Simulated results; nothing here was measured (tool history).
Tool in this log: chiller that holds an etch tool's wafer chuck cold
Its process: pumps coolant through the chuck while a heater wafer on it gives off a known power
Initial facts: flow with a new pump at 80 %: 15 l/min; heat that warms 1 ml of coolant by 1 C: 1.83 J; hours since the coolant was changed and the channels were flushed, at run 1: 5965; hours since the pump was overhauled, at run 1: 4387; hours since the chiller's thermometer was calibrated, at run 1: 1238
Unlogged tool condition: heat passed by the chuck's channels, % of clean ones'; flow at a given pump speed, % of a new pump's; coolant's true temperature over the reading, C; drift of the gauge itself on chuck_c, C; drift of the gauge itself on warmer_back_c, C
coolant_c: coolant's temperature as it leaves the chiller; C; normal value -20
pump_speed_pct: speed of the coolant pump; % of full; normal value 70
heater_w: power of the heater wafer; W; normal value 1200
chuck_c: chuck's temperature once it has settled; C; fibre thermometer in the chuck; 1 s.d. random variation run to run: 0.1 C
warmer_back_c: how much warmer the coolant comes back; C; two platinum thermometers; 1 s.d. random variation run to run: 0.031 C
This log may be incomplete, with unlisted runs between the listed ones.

run,hour,coolant_c,pump_speed_pct,heater_w,hours since the coolant was changed and the channels were flushed,hours since the pump was overhauled,hours since the chiller's thermometer was calibrated,chuck_c,warmer_back_c
1,0.0,-20,70,1200,5965,4387,1238,-9.4,3.09
2,54.1,-20,70,1200,6019,4441,1292,-9.5,3.16
3,113.2,-20,70,1200,6078,4500,1351,-9.2,3.14
4,215.3,-20,70,1304,6181,4602,1453,-8.3,3.38
5,296.2,-20,70,1366,6261,4683,1534,-7.8,3.55
6,380.1,-20,70,1366,6345,4767,1618,-7.9,3.62
7,465.0,-20,70,1200,6430,4852,1703,-9.3,3.15
# hour 526.8: coolant changed, channels flushed
8,558.1,-20,70,1200,31,4939,1790,-9.7,3.16
9,643.0,-20,82,1200,116,5024,1875,-10.8,2.59
10,754.7,-17,82,1200,228,5135,1986,-7.7,2.63
11,857.3,-17,82,1200,331,5238,2089,-7.7,2.60
12,924.3,-17,82,1200,398,5305,2156,-7.9,2.60
13,1006.2,-20,70,1200,479,5387,2238,-9.8,3.14
14,1064.1,-20,70,1200,537,5445,2296,-9.6,3.11
15,1182.5,-20,89,1200,656,5563,2414,-11.1,2.44
16,1305.2,-20,85,1200,778,5686,2537,-10.9,2.51
17,1408.7,-24,81,1220,882,5790,2640,-14.5,2.74
18,1500.1,-24,81,1220,973,5881,2732,-14.5,2.72
19,1554.5,-12,70,1200,1028,5935,2786,-1.5,3.12
20,1639.2,-20,93,1740,1112,6020,2871,-7.7,3.31
21,1741.9,-20,93,1740,1215,6123,2974,-7.6,3.28
22,1805.1,-20,71,1472,1278,6186,3037,-7.4,3.83
23,1873.4,-20,71,1472,1347,6254,3105,-7.3,3.80
24,1956.0,-21,71,627,1429,6337,3188,-15.5,1.67
25,2028.9,-15,77,616,1502,6410,3261,-9.8,1.47
26,2157.0,-25,84,1355,1630,6538,3389,-14.5,2.90
27,2224.1,-25,77,979,1697,6605,3456,-16.8,2.26
28,2309.6,-26,90,1399,1783,6690,3541,-15.6,2.72
29,2422.1,-26,90,1399,1895,6803,3654,-15.5,2.78
30,2544.3,-20,70,1230,2018,6925,3776,-9.1,3.28
31,2631.7,-20,63,1200,2105,7012,3863,-8.4,3.56

Across each entry between runs, compare the hidden state at the last listed run before it with the hidden state at the first listed run after it:
After run 7, before run 8: coolant changed, channels flushed (hour 526.8)
  heat passed by the chuck's channels, % of clean ones': 92.9 -> 99.2; coolant's true temperature over the reading, C: 0.11 -> 0.12
  measured minus no-state result, chuck_c: +0.9 -> +0.3 C; warmer_back_c: +0.08 -> +0.08 C

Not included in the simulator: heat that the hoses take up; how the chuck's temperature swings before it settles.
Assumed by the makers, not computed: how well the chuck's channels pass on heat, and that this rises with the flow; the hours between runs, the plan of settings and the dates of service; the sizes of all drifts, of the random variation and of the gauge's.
